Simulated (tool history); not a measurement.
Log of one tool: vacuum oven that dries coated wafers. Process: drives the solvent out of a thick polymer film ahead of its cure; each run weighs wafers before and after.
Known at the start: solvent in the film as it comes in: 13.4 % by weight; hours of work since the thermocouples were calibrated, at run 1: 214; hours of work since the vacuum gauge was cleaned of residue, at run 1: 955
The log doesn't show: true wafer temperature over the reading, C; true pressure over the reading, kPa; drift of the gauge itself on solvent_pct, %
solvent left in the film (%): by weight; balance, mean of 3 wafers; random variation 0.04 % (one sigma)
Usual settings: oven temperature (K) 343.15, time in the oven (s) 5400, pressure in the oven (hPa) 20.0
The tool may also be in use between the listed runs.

| run | day | oven temperature (K) | time in the oven (s) | pressure in the oven (hPa) | hours of work since the thermocouples were calibrated | hours of work since the vacuum gauge was cleaned of residue | solvent left in the film (%) |
|---|---|---|---|---|---|---|---|
| 1 | 0.000 | 343.15 | 5400 | 20.0 | 214 | 955 | 2.09 |
| 2 | 3.742 | 343.15 | 5400 | 20.0 | 285 | 1026 | 2.11 |
| 3 | 6.138 | 343.15 | 5400 | 20.0 | 330 | 1071 | 2.09 |
| 4 | 8.017 | 343.15 | 5400 | 20.0 | 365 | 1106 | 2.05 |
| 5 | 11.750 | 343.15 | 5400 | 42.2 | 436 | 1177 | 3.02 |
| 6 | 15.021 | 343.15 | 4020 | 20.0 | 497 | 1238 | 3.04 |
| 7 | 17.804 | 343.15 | 4020 | 20.0 | 550 | 1290 | 3.01 |
|  | 19.854 | vacuum gauge cleaned of residue and calibrated |
| 8 | 20.962 | 343.15 | 4020 | 20.0 | 608 | 21 | 2.89 |
| 9 | 24.233 | 343.15 | 4020 | 20.0 | 670 | 83 | 2.97 |
| 10 | 26.483 | 343.15 | 4020 | 20.0 | 712 | 125 | 2.99 |
| 11 | 28.392 | 343.15 | 5400 | 20.0 | 748 | 161 | 2.13 |
| 12 | 30.804 | 343.15 | 5400 | 20.0 | 793 | 206 | 2.08 |
| 13 | 33.975 | 343.15 | 5400 | 20.0 | 853 | 266 | 2.06 |
| 14 | 36.742 | 343.15 | 5400 | 20.0 | 905 | 318 | 2.06 |
| 15 | 40.658 | 343.15 | 5400 | 20.0 | 979 | 392 | 1.99 |
| 16 | 43.950 | 343.15 | 5400 | 20.0 | 1041 | 454 | 2.07 |
| 17 | 45.825 | 340.15 | 7860 | 45.7 | 1076 | 489 | 2.86 |
|  | 48.262 | oven's thermocouples calibrated |
| 18 | 49.617 | 344.15 | 6240 | 20.0 | 26 | 559 | 1.56 |
| 19 | 53.321 | 344.15 | 6240 | 20.0 | 95 | 629 | 1.58 |
| 20 | 56.550 | 344.15 | 5700 | 64.5 | 156 | 690 | 3.46 |
| 21 | 60.075 | 336.15 | 3360 | 64.5 | 222 | 756 | 6.88 |
| 22 | 62.667 | 328.15 | 2760 | 54.3 | 271 | 805 | 8.96 |
| 23 | 65.850 | 347.15 | 6900 | 14.8 | 331 | 865 | 0.83 |
| 24 | 68.629 | 349.15 | 4920 | 20.0 | 384 | 917 | 1.41 |
| 25 | 70.600 | 343.15 | 4500 | 33.1 | 421 | 954 | 3.08 |
| 26 | 72.717 | 343.15 | 7140 | 45.9 | 461 | 994 | 2.54 |
| 27 | 76.525 | 354.15 | 3600 | 45.9 | 532 | 1066 | 2.18 |
| 28 | 79.796 | 343.15 | 3180 | 20.0 | 594 | 1127 | 3.72 |
| 29 | 83.154 | 336.15 | 3720 | 73.2 | 657 | 1191 | 7.03 |
| 30 | 86.858 | 343.15 | 3540 | 44.6 | 727 | 1261 | 4.24 |

How the hidden state differs across the entries between the runs, from the last listed run before each to the first after it:
Between runs 7 and 8: vacuum gauge cleaned of residue and calibrated (day 19.854)
  true wafer temperature over the reading, C: -0.04 -> -0.05; true pressure over the reading, kPa: 0.017 -> 0.001
Between runs 17 and 18: oven's thermocouples calibrated (day 48.262)
  true wafer temperature over the reading, C: -0.08 -> 0; true pressure over the reading, kPa: 0.008 -> 0.009
